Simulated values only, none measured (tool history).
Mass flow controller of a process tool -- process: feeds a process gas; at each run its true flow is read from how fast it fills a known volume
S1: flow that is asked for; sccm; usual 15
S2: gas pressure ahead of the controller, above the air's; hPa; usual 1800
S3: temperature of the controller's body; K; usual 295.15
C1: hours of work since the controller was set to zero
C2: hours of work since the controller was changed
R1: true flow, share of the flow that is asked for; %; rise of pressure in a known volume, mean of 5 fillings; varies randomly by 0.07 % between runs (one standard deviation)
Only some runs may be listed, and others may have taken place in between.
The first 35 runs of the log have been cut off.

run,day,S1,S2,S3,C1,C2,R1
36,214.742,27,2540,295.15,5518,5518,98.69
37,220.154,13,1630,302.15,5600,5600,98.24
38,224.283,34,1800,295.15,5663,5663,99.02
39,228.321,6,2340,301.15,5725,5725,97.69
40,235.233,22,1800,295.15,5830,5830,98.52
41,243.904,7,2440,293.15,5962,5962,97.67
42,247.725,46,2440,302.15,6020,6020,99.72
43,251.812,13,2440,293.15,6083,6083,97.77
44,259.408,28,2440,293.15,6198,6198,98.68
45,263.554,30,2620,297.15,6262,6262,98.8
46,270.921,30,2620,297.15,6374,6374,98.94
47,276.929,12,1470,295.15,6465,6465,98.04
48,281.846,18,2280,299.15,6540,6540,98.33
49,285.421,13,1720,304.15,6595,6595,98.22

Branching from run 49: 3 alternative next runs. What would each branch give?
A,289.308,11,1800,311.15,6654,6654,?
B,289.308,6,2330,304.15,6654,6654,?
C,289.308,15,2490,295.15,6654,6654,?

run,R1
A,98.2
B,97.85
C,97.89
Stripped of hidden state, with their random variation kept, the same runs would have yielded:
run,R1
A,98.18
B,97.82
C,97.87
